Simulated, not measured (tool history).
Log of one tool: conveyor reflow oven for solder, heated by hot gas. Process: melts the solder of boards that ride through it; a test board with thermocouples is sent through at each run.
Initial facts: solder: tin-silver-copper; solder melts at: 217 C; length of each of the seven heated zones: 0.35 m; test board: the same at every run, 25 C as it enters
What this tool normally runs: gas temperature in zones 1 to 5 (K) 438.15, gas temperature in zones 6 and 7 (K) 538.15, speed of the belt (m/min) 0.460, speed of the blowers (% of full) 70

| run | hour | gas temperature in zones 1 to 5 (K) | gas temperature in zones 6 and 7 (K) | speed of the belt (m/min) | speed of the blowers (% of full) | highest temperature of the board (K) | time above the solder's melting point (s) |
|---|---|---|---|---|---|---|---|
| 1 | 0.0 | 438.15 | 538.15 | 0.460 | 70 | 525.35 | 66.9 |
| 2 | 20.4 | 438.15 | 538.15 | 0.384 | 70 | 529.45 | 86.5 |
| 3 | 47.3 | 438.15 | 538.15 | 0.460 | 70 | 525.45 | 66.6 |
| 4 | 58.5 | 438.15 | 538.15 | 0.460 | 70 | 525.05 | 66.8 |
| 5 | 85.1 | 433.15 | 538.15 | 0.460 | 70 | 524.25 | 64.1 |
| 6 | 110.6 | 433.15 | 538.15 | 0.460 | 70 | 523.85 | 64.1 |
| 7 | 136.5 | 446.15 | 538.15 | 0.460 | 70 | 525.95 | 70.6 |
| 8 | 153.7 | 446.15 | 538.15 | 0.460 | 70 | 525.85 | 70.3 |
| 9 | 169.2 | 438.15 | 538.15 | 0.460 | 70 | 524.55 | 66.3 |
| 10 | 180.8 | 438.15 | 538.15 | 0.460 | 70 | 524.75 | 66.2 |
| 11 | 201.1 | 438.15 | 549.15 | 0.460 | 70 | 534.65 | 73.4 |
| 12 | 213.7 | 438.15 | 549.15 | 0.460 | 70 | 534.75 | 73.7 |
|  | 223.0 | flux residue cleaned out of gas plates and filters |
| 13 | 236.9 | 438.15 | 538.15 | 0.460 | 70 | 523.85 | 65.4 |
| 14 | 254.2 | 451.15 | 548.15 | 0.460 | 67 | 534.25 | 77.9 |
| 15 | 267.7 | 438.15 | 538.15 | 0.474 | 53 | 520.15 | 58.6 |
| 16 | 278.8 | 438.15 | 547.15 | 0.460 | 58 | 529.95 | 69.7 |
| 17 | 301.6 | 438.15 | 547.15 | 0.460 | 58 | 529.95 | 69.6 |
| 18 | 325.1 | 435.15 | 540.15 | 0.460 | 70 | 524.95 | 65.2 |
| 19 | 336.5 | 438.15 | 533.15 | 0.450 | 60 | 518.05 | 61.1 |
| 20 | 360.9 | 438.15 | 545.15 | 0.428 | 54 | 529.55 | 75.2 |
| 21 | 377.8 | 441.15 | 538.15 | 0.460 | 70 | 523.65 | 66.3 |
|  | 389.0 | flux residue cleaned out of gas plates and filters, once more |
| 22 | 404.8 | 441.15 | 538.15 | 0.460 | 70 | 525.55 | 69.0 |
| 23 | 422.0 | 441.15 | 538.15 | 0.460 | 70 | 525.25 | 68.8 |
| 24 | 447.4 | 441.15 | 538.15 | 0.460 | 70 | 525.25 | 68.6 |
| 25 | 468.9 | 438.15 | 543.15 | 0.450 | 77 | 530.95 | 73.7 |

Here are 4 independent what-if runs from the current tool condition. What would each one return?
| A | 487.8 | 451.15 | 529.15 | 0.450 | 60 | ? | ? |
| B | 487.8 | 450.15 | 535.15 | 0.460 | 72 | ? | ? |
| C | 487.8 | 439.15 | 549.15 | 0.460 | 70 | ? | ? |
| D | 487.8 | 438.15 | 546.15 | 0.460 | 70 | ? | ? |

| run | highest temperature of the board (K) | time above the solder's melting point (s) |
|---|---|---|
| A | 517.35 | 67.0 |
| B | 523.65 | 71.2 |
| C | 535.05 | 74.7 |
| D | 531.95 | 72.3 |
Without the tool's unlogged condition, the same runs would have read:
| run | highest temperature of the board (K) | time above the solder's melting point (s) |
|---|---|---|
| A | 519.55 | 68.4 |
| B | 525.85 | 72.1 |
| C | 537.25 | 75.3 |
| D | 534.25 | 73.0 |
